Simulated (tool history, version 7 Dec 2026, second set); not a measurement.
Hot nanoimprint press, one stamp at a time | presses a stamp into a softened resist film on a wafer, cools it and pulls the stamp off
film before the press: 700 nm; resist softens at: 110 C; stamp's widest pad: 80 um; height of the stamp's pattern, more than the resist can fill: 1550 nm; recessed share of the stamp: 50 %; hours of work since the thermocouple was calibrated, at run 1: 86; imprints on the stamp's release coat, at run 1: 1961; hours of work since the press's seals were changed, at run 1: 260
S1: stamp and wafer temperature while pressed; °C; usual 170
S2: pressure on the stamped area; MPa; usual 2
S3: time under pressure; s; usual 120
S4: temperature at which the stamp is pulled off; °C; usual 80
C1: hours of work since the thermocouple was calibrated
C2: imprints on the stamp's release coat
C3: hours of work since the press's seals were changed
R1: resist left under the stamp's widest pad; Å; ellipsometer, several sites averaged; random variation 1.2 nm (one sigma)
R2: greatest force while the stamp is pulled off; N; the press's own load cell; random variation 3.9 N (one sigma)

| run | hour | S1 | S2 | S3 | S4 | C1 | C2 | C3 | R1 | R2 |
|---|---|---|---|---|---|---|---|---|---|---|
| 1 | 0 | 170 | 2 | 120 | 80 | 86 | 1961 | 260 | 3871 | 333 |
| 2 | 37.1 | 170 | 2 | 120 | 80 | 113 | 2124 | 286 | 3821 | 358 |
| 3 | 80.4 | 170 | 2 | 120 | 80 | 145 | 2315 | 318 | 3836 | 370 |
|  | 109.9 | stamp cleaned and given a new release coat |
| 4 | 127.4 | 170 | 2 | 81 | 80 | 174 | 77 | 348 | 4280 | 190 |
| 5 | 170.8 | 170 | 2 | 120 | 80 | 206 | 268 | 379 | 3804 | 205 |
| 6 | 203.3 | 170 | 2 | 120 | 80 | 229 | 411 | 403 | 3793 | 219 |
| 7 | 266.9 | 170 | 2 | 120 | 80 | 275 | 691 | 449 | 3779 | 239 |
| 8 | 327.7 | 170 | 2 | 120 | 80 | 319 | 958 | 493 | 3749 | 255 |
| 9 | 358.7 | 170 | 2 | 120 | 80 | 342 | 1095 | 515 | 3743 | 275 |
| 10 | 422.9 | 170 | 2 | 120 | 80 | 388 | 1377 | 562 | 3709 | 297 |
| 11 | 456.2 | 170 | 2 | 120 | 80 | 412 | 1524 | 586 | 3719 | 302 |
| 12 | 489.9 | 170 | 2 | 120 | 80 | 437 | 1672 | 610 | 3698 | 320 |
| 13 | 524.3 | 159 | 2 | 120 | 80 | 462 | 1823 | 635 | 5614 | 330 |
| 14 | 585.4 | 170 | 2 | 120 | 66 | 506 | 2092 | 679 | 3660 | 386 |
| 15 | 630.2 | 170 | 2 | 120 | 80 | 539 | 2289 | 712 | 3673 | 366 |
|  | 655.7 | plate thermocouple calibrated |
|  | 667.9 | stamp cleaned and given a new release coat |
| 16 | 687.1 | 170 | 3.08 | 120 | 69 | 18 | 84 | 746 | 3197 | 210 |
| 17 | 720.7 | 170 | 3.08 | 120 | 69 | 43 | 232 | 771 | 3197 | 220 |
| 18 | 782.4 | 170 | 2 | 120 | 73 | 87 | 503 | 816 | 3905 | 233 |
| 19 | 842.7 | 159 | 1.94 | 120 | 80 | 131 | 769 | 859 | 5845 | 241 |
| 20 | 898.8 | 173 | 2.33 | 199 | 79 | 172 | 1016 | 900 | 2614 | 261 |
| 21 | 929.6 | 170 | 1.8 | 120 | 88 | 194 | 1151 | 922 | 4042 | 258 |
|  | 964.1 | press's hydraulic seals changed and the load cell set to zero |
| 22 | 990.7 | 170 | 1.8 | 97 | 88 | 233 | 1385 | 19 | 4249 | 283 |
| 23 | 1027.8 | 163 | 2 | 79 | 80 | 259 | 1548 | 46 | 5489 | 306 |
| 24 | 1071.3 | 163 | 2 | 79 | 80 | 291 | 1739 | 78 | 5478 | 317 |
| 25 | 1136.2 | 163 | 2 | 79 | 80 | 338 | 2025 | 125 | 5477 | 351 |

The next listed run, before its measurement:
| 26 | 1194.6 | 177 | 1.48 | 209 | 80 | 380 | 2282 | 167 | ? | ? |

{"run 26": {"R1": 2595, "R2": 369}}
Without the tool's hidden state the same run would have given R1 2701 Å, R2 189 N.

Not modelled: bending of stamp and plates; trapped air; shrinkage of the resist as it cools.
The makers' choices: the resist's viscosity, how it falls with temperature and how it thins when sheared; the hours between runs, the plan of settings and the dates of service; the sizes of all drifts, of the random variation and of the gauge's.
